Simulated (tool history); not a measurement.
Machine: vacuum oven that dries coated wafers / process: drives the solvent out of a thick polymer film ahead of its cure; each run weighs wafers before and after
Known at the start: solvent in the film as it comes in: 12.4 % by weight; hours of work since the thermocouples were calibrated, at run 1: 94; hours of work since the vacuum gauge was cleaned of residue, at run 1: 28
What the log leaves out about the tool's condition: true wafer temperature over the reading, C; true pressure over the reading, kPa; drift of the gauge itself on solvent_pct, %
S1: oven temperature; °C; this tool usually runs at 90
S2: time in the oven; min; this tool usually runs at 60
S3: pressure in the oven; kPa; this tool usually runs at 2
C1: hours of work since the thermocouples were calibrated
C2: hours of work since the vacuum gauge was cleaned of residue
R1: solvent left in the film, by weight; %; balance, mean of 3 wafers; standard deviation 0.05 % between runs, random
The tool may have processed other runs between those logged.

run   hour  S1   S2    S3   C1   C2     R1
  1      0  90   60     2   94   28      4
  2     25  90   77     2  107   41   3.29
  3     42  90   77     2  116   50   3.33
  4     59  90   77     2  124   58   3.23
  5   81.8  90   77     2  136   70   3.29
  6  101.6  90   77  2.65  147   80   3.99
  7  115.9  90  100     2  154   88   2.78
  8  135.2  90  100     2  164   98   2.82
  9  160.5  90  100     2  177  111   2.78
 10  179.5  93  100     2  187  121   2.26
 11  208.2  77  100     2  202  136   6.22
 12  232.9  77  100     2  215  149   6.21
 13  261.6  77  100     2  229  163   6.13
 14  283.9  77  100     2  241  175   6.23
 15  303.4  77  100     2  251  185   6.19
 16    317  77  100  1.44  258  192   5.48
 17  332.9  77  100  1.44  266  200   5.52
 18  348.8  90   60     2  275  209   3.93
 19  364.2  90   60  1.43  283  217   3.54
 20    379  90   60  1.43  290  224   3.43
 21  394.1  90   60  1.43  298  232   3.43
 22  411.9  90   40     2  307  241   5.19
 23  428.4  90   58     2  316  250   4.01
 24  446.8  94   66  1.07  325  259   2.02
 25  468.4  79   95  2.24  337  271   5.97
 26  488.8  76   63   6.4  347  281  12.04
 27  516.1  90   82  1.46  361  295   2.66
 28  542.5  87   33  2.45  375  309   6.79
 29  558.2  90   60  5.58  383  317   6.94
 30  574.4  90  108   1.6  392  326   2.37
 31  597.2  80   72     2  403  337   6.14
 32  618.7  99   60  1.22  415  349   1.54
 33  639.9  92   60  2.37  426  360    3.7
 34  667.4  92   60  2.37  440  374   3.69
 35  692.8  92   60  2.37  453  387   3.67
 36  709.6  92   60  2.37  462  396   3.68
 37  721.7  90   64     2  468  402   3.75
 38  743.3  90   64     2  479  413    3.8
 39  762.7  97   60  2.18  489  423   2.55
 40  775.9  97   42  2.81  496  430   3.79
 41    796  97   60  5.33  506  440   4.81
 42    822  99   54  2.66  520  454   2.62
 43  834.3  98   54  2.66  526  460   2.87
 44  863.1  77   45     2  541  475   8.21
 45  876.3  99   69     2  548  482   1.91
 46  891.8  90   60  2.71  556  490   4.52

Alternative continuations, all from the tool just after run 46; predict every row:
  A  906.4  98  34  1.05  564  498   ?
  B  906.4  97  60  4.38  564  498   ?
  C  906.4  88  66  1.04  564  498   ?
  D  906.4  99  60     2  564  498   ?

run    R1
  A  2.91
  B  4.12
  C  3.27
  D   2.1
Take away the tool's hidden state, keep each run's random variation, and the runs would have read:
run    R1
  A  2.99
  B  4.18
  C  3.34
  D  2.12
